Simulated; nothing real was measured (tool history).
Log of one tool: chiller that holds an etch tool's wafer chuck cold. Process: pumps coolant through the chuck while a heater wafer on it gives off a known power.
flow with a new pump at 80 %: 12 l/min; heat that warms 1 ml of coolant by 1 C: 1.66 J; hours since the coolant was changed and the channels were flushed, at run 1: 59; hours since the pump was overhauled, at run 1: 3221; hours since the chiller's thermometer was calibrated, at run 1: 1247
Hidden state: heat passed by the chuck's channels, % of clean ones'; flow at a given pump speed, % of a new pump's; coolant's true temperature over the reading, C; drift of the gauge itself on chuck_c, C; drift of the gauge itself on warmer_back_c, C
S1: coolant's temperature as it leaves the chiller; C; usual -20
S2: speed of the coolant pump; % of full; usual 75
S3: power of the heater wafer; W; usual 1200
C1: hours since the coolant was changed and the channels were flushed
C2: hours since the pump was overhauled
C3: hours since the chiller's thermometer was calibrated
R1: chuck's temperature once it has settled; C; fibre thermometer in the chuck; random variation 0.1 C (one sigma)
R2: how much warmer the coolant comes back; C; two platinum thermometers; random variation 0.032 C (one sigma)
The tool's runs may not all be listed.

Run 1, hour 0: usual settings; C1 59; C2 3221; C3 1247. Result: R1 -9.3 C, R2 3.84 C.
Run 2, hour 77.3: usual settings; C1 136; C2 3298; C3 1324. Result: R1 -9.4 C, R2 3.87 C.
Run 3, hour 132.9: usual settings but S1 -15 C; C1 192; C2 3354; C3 1380. Result: R1 -4.4 C, R2 3.85 C.
Run 4, hour 199.4: usual settings; C1 258; C2 3420; C3 1446. Result: R1 -9.5 C, R2 3.83 C.
Run 5, hour 284.2: usual settings; C1 343; C2 3505; C3 1531. Result: R1 -9.4 C, R2 3.92 C.
Run 6, hour 335.4: usual settings but S1 -29 C; C1 394; C2 3556; C3 1582. Result: R1 -18.2 C, R2 3.91 C.
Run 7, hour 378.1: usual settings; C1 437; C2 3599; C3 1625. Result: R1 -9.4 C, R2 3.9 C.
Run 8, hour 468: usual settings; C1 527; C2 3689; C3 1715. Result: R1 -9.4 C, R2 3.91 C.
Run 9, hour 539.7: usual settings but S2 85 % of full; C1 599; C2 3761; C3 1786. Result: R1 -10.2 C, R2 3.52 C.
Run 10, hour 582.6: usual settings but S2 85 % of full; C1 642; C2 3804; C3 1829. Result: R1 -10.2 C, R2 3.49 C.
Run 11, hour 645.9: usual settings but S2 85 % of full, S3 1176 W; C1 705; C2 3867; C3 1893. Result: R1 -10.3 C, R2 3.33 C.
Run 12, hour 689.3: usual settings but S2 85 % of full, S3 1176 W; C1 748; C2 3910; C3 1936. Result: R1 -10.4 C, R2 3.38 C.
Run 13, hour 744.9: usual settings; C1 804; C2 3966; C3 1992. Result: R1 -9.4 C, R2 3.99 C.
Run 14, hour 832.3: usual settings; C1 891; C2 4053; C3 2079. Result: R1 -9.4 C, R2 3.92 C.
At hour 862.8: chiller's thermometer calibrated.
Run 15, hour 879.9: usual settings but S2 77 % of full; C1 938; C2 4100; C3 17. Result: R1 -9.7 C, R2 3.8 C.
Run 16, hour 923.9: usual settings but S2 61 % of full, S3 1191 W; C1 982; C2 4144; C3 61. Result: R1 -8.3 C, R2 4.8 C.
Run 17, hour 974.6: usual settings but S1 -11 C, S2 60 % of full, S3 1618 W; C1 1033; C2 4194; C3 112. Result: R1 5.3 C, R2 6.52 C.
Run 18, hour 1046.7: usual settings but S1 -22 C, S2 60 % of full, S3 1618 W; C1 1105; C2 4267; C3 184. Result: R1 -5.6 C, R2 6.54 C.
Run 19, hour 1123.2: usual settings but S1 -22 C, S2 60 % of full, S3 1618 W; C1 1181; C2 4343; C3 260. Result: R1 -5.8 C, R2 6.47 C.
Run 20, hour 1167.3: usual settings but S1 -22 C, S2 87 % of full, S3 1618 W; C1 1225; C2 4387; C3 304. Result: R1 -8.8 C, R2 4.62 C.
Run 21, hour 1240.1: usual settings but S1 -13 C, S2 78 % of full, S3 801 W; C1 1298; C2 4460; C3 377. Result: R1 -6.1 C, R2 2.62 C.
Run 22, hour 1321.9: usual settings but S1 -13 C, S2 78 % of full, S3 801 W; C1 1380; C2 4542; C3 459. Result: R1 -6.1 C, R2 2.61 C.
Run 23, hour 1368.2: usual settings but S1 -12 C; C1 1426; C2 4588; C3 505. Result: R1 -1.4 C, R2 4 C.
Run 24, hour 1427.5: usual settings but S1 -22 C, S3 940 W; C1 1485; C2 4647; C3 565. Result: R1 -13.8 C, R2 3.2 C.
Run 25, hour 1508.7: usual settings but S1 -22 C, S3 940 W; C1 1567; C2 4729; C3 646. Result: R1 -13.6 C, R2 3.1 C.
Run 26, hour 1593.1: usual settings but S1 -15 C, S2 72 % of full, S3 1172 W; C1 1651; C2 4813; C3 730. Result: R1 -4.2 C, R2 4.11 C.
Run 27, hour 1648.8: usual settings but S1 -15 C, S2 72 % of full, S3 1172 W; C1 1707; C2 4869; C3 786. Result: R1 -4.4 C, R2 4.09 C.
Run 28, hour 1741.8: usual settings but S1 -17 C, S3 1281 W; C1 1800; C2 4962; C3 879. Result: R1 -5.6 C, R2 4.22 C.
Run 29, hour 1803.9: usual settings but S2 80 % of full, S3 1243 W; C1 1862; C2 5024; C3 941. Result: R1 -9.4 C, R2 3.89 C.

5 ways to go on from here, each from the tool as it stands after run 29. What would each give?
At hour 1851.9: gauge calibrated.
Run A, hour 1880: usual settings but S2 80 % of full, S3 677 W; C1 1938; C2 5100; C3 1017. Result: R1 ?, R2 ?.
At hour 1851.9: gauge calibrated.
Run B, hour 1880: usual settings but S2 97 % of full, S3 1018 W; C1 1938; C2 5100; C3 1017. Result: R1 ?, R2 ?.
At hour 1851.9: gauge calibrated.
Run C, hour 1880: usual settings but S2 91 % of full, S3 1243 W; C1 1938; C2 5100; C3 1017. Result: R1 ?, R2 ?.
At hour 1851.9: gauge calibrated.
Run D, hour 1880: usual settings but S2 80 % of full; C1 1938; C2 5100; C3 1017. Result: R1 ?, R2 ?.
At hour 1851.9: gauge calibrated.
Run E, hour 1880: usual settings but S1 -15 C, S3 921 W; C1 1938; C2 5100; C3 1017. Result: R1 ?, R2 ?.

run     R1    R2
  A  -14.2  2.05
  B  -12.2  2.48
  C  -10.2  3.32
  D   -9.8   3.6
  E   -6.8  2.97
Without the tool's hidden state the same runs would have given:
run     R1    R2
  A  -14.2  2.04
  B  -12.3  2.47
  C  -10.2  3.31
  D   -9.9  3.59
  E   -6.8  2.96
